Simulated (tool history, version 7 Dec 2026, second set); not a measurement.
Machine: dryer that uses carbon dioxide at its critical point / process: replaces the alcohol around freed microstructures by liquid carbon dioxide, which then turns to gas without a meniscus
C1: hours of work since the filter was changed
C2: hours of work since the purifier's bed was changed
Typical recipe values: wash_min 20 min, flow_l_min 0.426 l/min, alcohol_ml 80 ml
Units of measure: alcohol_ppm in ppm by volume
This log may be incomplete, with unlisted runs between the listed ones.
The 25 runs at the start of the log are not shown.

{"run": 26, "hour": 353.5, "wash_min": 22, "flow_l_min": 0.454, "alcohol_ml": 36, "C1": 571, "C2": 527, "alcohol_ppm": 145}
{"hour": 362.8, "done": "inlet filter changed"}
{"run": 27, "hour": 365.5, "wash_min": 20, "flow_l_min": 0.426, "alcohol_ml": 37, "C1": 2, "C2": 534, "alcohol_ppm": 141}
{"run": 28, "hour": 380.1, "wash_min": 26, "flow_l_min": 0.659, "alcohol_ml": 77, "C1": 11, "C2": 543, "alcohol_ppm": 141}
{"run": 29, "hour": 393.4, "wash_min": 13, "flow_l_min": 0.274, "alcohol_ml": 120, "C1": 19, "C2": 551, "alcohol_ppm": 4485}
{"run": 30, "hour": 411.7, "wash_min": 19, "flow_l_min": 0.591, "alcohol_ml": 83, "C1": 30, "C2": 563, "alcohol_ppm": 128}
{"run": 31, "hour": 426.0, "wash_min": 20, "flow_l_min": 0.426, "alcohol_ml": 60, "C1": 39, "C2": 572, "alcohol_ppm": 150}
{"run": 32, "hour": 438.2, "wash_min": 13, "flow_l_min": 0.262, "alcohol_ml": 25, "C1": 47, "C2": 579, "alcohol_ppm": 1244}
{"run": 33, "hour": 456.6, "wash_min": 20, "flow_l_min": 0.441, "alcohol_ml": 60, "C1": 58, "C2": 591, "alcohol_ppm": 157}
{"run": 34, "hour": 471.8, "wash_min": 20, "flow_l_min": 0.441, "alcohol_ml": 60, "C1": 68, "C2": 600, "alcohol_ppm": 155}
{"run": 35, "hour": 481.7, "wash_min": 20, "flow_l_min": 0.441, "alcohol_ml": 60, "C1": 74, "C2": 606, "alcohol_ppm": 172}
{"run": 36, "hour": 496.5, "wash_min": 20, "flow_l_min": 0.441, "alcohol_ml": 60, "C1": 83, "C2": 616, "alcohol_ppm": 165}
{"hour": 503.9, "done": "purifier's bed changed"}
{"run": 37, "hour": 508.8, "wash_min": 21, "flow_l_min": 0.39, "alcohol_ml": 80, "C1": 89, "C2": 3, "alcohol_ppm": 43}
{"run": 38, "hour": 526.6, "wash_min": 25, "flow_l_min": 0.545, "alcohol_ml": 44, "C1": 100, "C2": 14, "alcohol_ppm": 15}
{"run": 39, "hour": 537.8, "wash_min": 25, "flow_l_min": 0.545, "alcohol_ml": 44, "C1": 107, "C2": 21, "alcohol_ppm": 12}
{"run": 40, "hour": 554.8, "wash_min": 25, "flow_l_min": 0.545, "alcohol_ml": 44, "C1": 118, "C2": 32, "alcohol_ppm": 4}
{"run": 41, "hour": 573.1, "wash_min": 25, "flow_l_min": 0.545, "alcohol_ml": 44, "C1": 129, "C2": 43, "alcohol_ppm": 16}

Each row is a separate what-if for the run after 41, all from the same tool condition, not one after another. Results?
{"run": "A", "hour": 585.3, "wash_min": 20, "flow_l_min": 0.444, "alcohol_ml": 80, "C1": 137, "C2": 51, "alcohol_ppm": "?"}
{"run": "B", "hour": 585.3, "wash_min": 31, "flow_l_min": 0.54, "alcohol_ml": 80, "C1": 137, "C2": 51, "alcohol_ppm": "?"}
{"run": "C", "hour": 585.3, "wash_min": 19, "flow_l_min": 0.545, "alcohol_ml": 44, "C1": 137, "C2": 51, "alcohol_ppm": "?"}
{"run": "D", "hour": 585.3, "wash_min": 20, "flow_l_min": 0.426, "alcohol_ml": 20, "C1": 137, "C2": 51, "alcohol_ppm": "?"}
{"run": "E", "hour": 585.3, "wash_min": 20, "flow_l_min": 0.426, "alcohol_ml": 80, "C1": 137, "C2": 51, "alcohol_ppm": "?"}

run=A alcohol_ppm=20
run=B alcohol_ppm=8
run=C alcohol_ppm=22
run=D alcohol_ppm=28
run=E alcohol_ppm=31
Stripped of hidden state, with their random variation kept, the same runs would have yielded:
run=A alcohol_ppm=3
run=B alcohol_ppm=0
run=C alcohol_ppm=9
run=D alcohol_ppm=14
run=E alcohol_ppm=14
